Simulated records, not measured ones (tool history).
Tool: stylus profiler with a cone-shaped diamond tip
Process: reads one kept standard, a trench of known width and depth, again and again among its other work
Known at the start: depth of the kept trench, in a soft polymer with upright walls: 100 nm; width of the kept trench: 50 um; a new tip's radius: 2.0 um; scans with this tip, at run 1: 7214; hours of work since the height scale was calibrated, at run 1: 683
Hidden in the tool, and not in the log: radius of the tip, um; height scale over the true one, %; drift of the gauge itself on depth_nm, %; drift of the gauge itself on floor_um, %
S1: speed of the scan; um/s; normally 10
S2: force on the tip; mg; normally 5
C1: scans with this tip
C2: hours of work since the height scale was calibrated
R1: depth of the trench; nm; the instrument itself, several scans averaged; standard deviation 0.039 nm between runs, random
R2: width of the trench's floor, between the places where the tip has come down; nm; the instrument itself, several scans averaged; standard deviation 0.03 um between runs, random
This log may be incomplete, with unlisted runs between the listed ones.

| run | hour | S1 | S2 | C1 | C2 | R1 | R2 |
|---|---|---|---|---|---|---|---|
| 1 | 0 | 10 | 5 | 7214 | 683 | 102.36 | 48500 |
| 2 | 16.2 | 10 | 5 | 7338 | 695 | 102.33 | 48550 |
| 3 | 42.8 | 10 | 13.67 | 7541 | 714 | 104.52 | 48470 |
| 4 | 59.1 | 10 | 13.67 | 7666 | 726 | 104.53 | 48490 |
| 5 | 81.2 | 10 | 13.67 | 7836 | 742 | 104.54 | 48530 |
| 6 | 96.2 | 10 | 13.67 | 7950 | 752 | 104.51 | 48500 |
| 7 | 119.4 | 10 | 7.19 | 8128 | 769 | 103.07 | 48460 |
| 8 | 143.2 | 10 | 7.19 | 8310 | 786 | 103.05 | 48510 |
| 9 | 158.4 | 10 | 7.19 | 8426 | 797 | 103.06 | 48530 |
| 10 | 178.1 | 10 | 6.09 | 8577 | 812 | 102.73 | 48410 |
| 11 | 190.2 | 10 | 6.09 | 8669 | 820 | 102.73 | 48450 |
|  | 192.2 | height scale calibrated on a step standard |
| 12 | 205.5 | 10 | 5 | 8782 | 10 | 102.47 | 48460 |
| 13 | 225.6 | 10 | 5 | 8936 | 24 | 102.53 | 48460 |
| 14 | 243.3 | 10 | 5 | 9072 | 37 | 102.54 | 48460 |
|  | 255 | height scale calibrated on a step standard, once more |
| 15 | 262.7 | 10 | 5 | 9217 | 6 | 102.13 | 48430 |
| 16 | 279.6 | 10 | 5 | 9346 | 18 | 102.17 | 48440 |
| 17 | 301.6 | 33 | 5 | 9514 | 34 | 102.19 | 48380 |
| 18 | 313.7 | 10 | 5 | 9607 | 42 | 102.17 | 48460 |
| 19 | 338.6 | 3 | 5 | 9797 | 61 | 102.16 | 48450 |

Run 20 has not been measured yet. What should we expect?
| 20 | 350.9 | 3 | 5 | 9891 | 69 | ? | ? |

{"run 20": {"R1": 102.16, "R2": 48430}}
With no hidden state in the tool, this same run would have given R1 102.18 nm, R2 48730 nm.

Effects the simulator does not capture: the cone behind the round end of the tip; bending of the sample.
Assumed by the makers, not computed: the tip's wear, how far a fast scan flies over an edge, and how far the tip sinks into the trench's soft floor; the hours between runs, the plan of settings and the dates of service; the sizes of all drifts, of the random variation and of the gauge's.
